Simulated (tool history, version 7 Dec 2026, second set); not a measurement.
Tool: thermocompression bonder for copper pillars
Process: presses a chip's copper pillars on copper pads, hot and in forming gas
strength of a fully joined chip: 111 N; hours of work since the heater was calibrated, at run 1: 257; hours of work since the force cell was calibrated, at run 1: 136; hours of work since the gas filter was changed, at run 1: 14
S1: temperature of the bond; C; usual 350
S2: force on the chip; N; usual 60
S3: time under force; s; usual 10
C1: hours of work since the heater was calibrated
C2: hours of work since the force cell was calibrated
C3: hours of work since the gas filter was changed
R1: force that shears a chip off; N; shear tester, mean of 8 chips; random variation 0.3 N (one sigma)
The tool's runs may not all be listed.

| run | hour | S1 | S2 | S3 | C1 | C2 | C3 | R1 |
|---|---|---|---|---|---|---|---|---|
| 1 | 0 | 350 | 60 | 10 | 257 | 136 | 14 | 42.8 |
| 2 | 13.2 | 350 | 60 | 10 | 266 | 145 | 23 | 43.3 |
| 3 | 25.6 | 350 | 60 | 10 | 275 | 154 | 32 | 43.8 |
| 4 | 40.9 | 350 | 60 | 10 | 286 | 164 | 42 | 43.4 |
| 5 | 54.5 | 350 | 60 | 10 | 295 | 174 | 52 | 43.6 |
| 6 | 71.3 | 350 | 60 | 10 | 307 | 186 | 64 | 43.9 |
| 7 | 85.6 | 345 | 60 | 10 | 317 | 196 | 74 | 41.9 |
| 8 | 97.8 | 350 | 60 | 10 | 325 | 204 | 82 | 43.4 |
| 9 | 106.2 | 350 | 60 | 10 | 331 | 210 | 88 | 43.8 |
| 10 | 122.6 | 370 | 60 | 10 | 343 | 222 | 99 | 49.7 |
| 11 | 137.1 | 350 | 60 | 10 | 353 | 232 | 110 | 43 |
| 12 | 153.5 | 350 | 60 | 10 | 365 | 243 | 121 | 43.3 |
| 13 | 169.2 | 350 | 60 | 10 | 376 | 254 | 132 | 43.3 |
|  | 178.8 | forming gas filter changed |
| 14 | 184.2 | 350 | 60 | 10 | 386 | 264 | 4 | 43.8 |
| 15 | 196.5 | 350 | 60 | 10 | 394 | 273 | 12 | 43.6 |
| 16 | 211 | 339 | 60 | 15 | 404 | 283 | 22 | 46.7 |
| 17 | 224.3 | 339 | 60 | 15 | 414 | 292 | 32 | 46.7 |
| 18 | 238.6 | 339 | 60 | 15 | 424 | 302 | 42 | 47.2 |
| 19 | 249.1 | 339 | 60 | 15 | 431 | 310 | 49 | 46.7 |
| 20 | 258.2 | 337 | 86 | 5 | 437 | 316 | 56 | 42.7 |
| 21 | 269.9 | 337 | 86 | 5 | 446 | 324 | 64 | 42.1 |
| 22 | 280.2 | 337 | 41 | 10 | 453 | 332 | 71 | 26.5 |
| 23 | 294.8 | 350 | 41 | 10 | 463 | 342 | 81 | 29.4 |
| 24 | 306.3 | 329 | 41 | 10 | 471 | 350 | 89 | 24.8 |
| 25 | 316.5 | 371 | 60 | 10 | 478 | 357 | 96 | 50.3 |
| 26 | 324.5 | 350 | 44 | 8 | 484 | 363 | 102 | 28.9 |

5 ways to go on from here, each from the tool as it stands after run 26. What would each give?
| A | 340.3 | 350 | 37 | 6 | 495 | 374 | 113 | ? |
| B | 340.3 | 334 | 60 | 12 | 495 | 374 | 113 | ? |
| C | 340.3 | 336 | 39 | 21 | 495 | 374 | 113 | ? |
| D | 340.3 | 324 | 44 | 8 | 495 | 374 | 113 | ? |
| E | 340.3 | 371 | 65 | 7 | 495 | 374 | 113 | ? |

| run | R1 |
|---|---|
| A | 21.2 |
| B | 41.5 |
| C | 34.4 |
| D | 23.5 |
| E | 47.4 |
Without the tool's hidden state the same runs would have given:
| run | R1 |
|---|---|
| A | 21.3 |
| B | 41.6 |
| C | 34.5 |
| D | 23.6 |
| E | 47.5 |

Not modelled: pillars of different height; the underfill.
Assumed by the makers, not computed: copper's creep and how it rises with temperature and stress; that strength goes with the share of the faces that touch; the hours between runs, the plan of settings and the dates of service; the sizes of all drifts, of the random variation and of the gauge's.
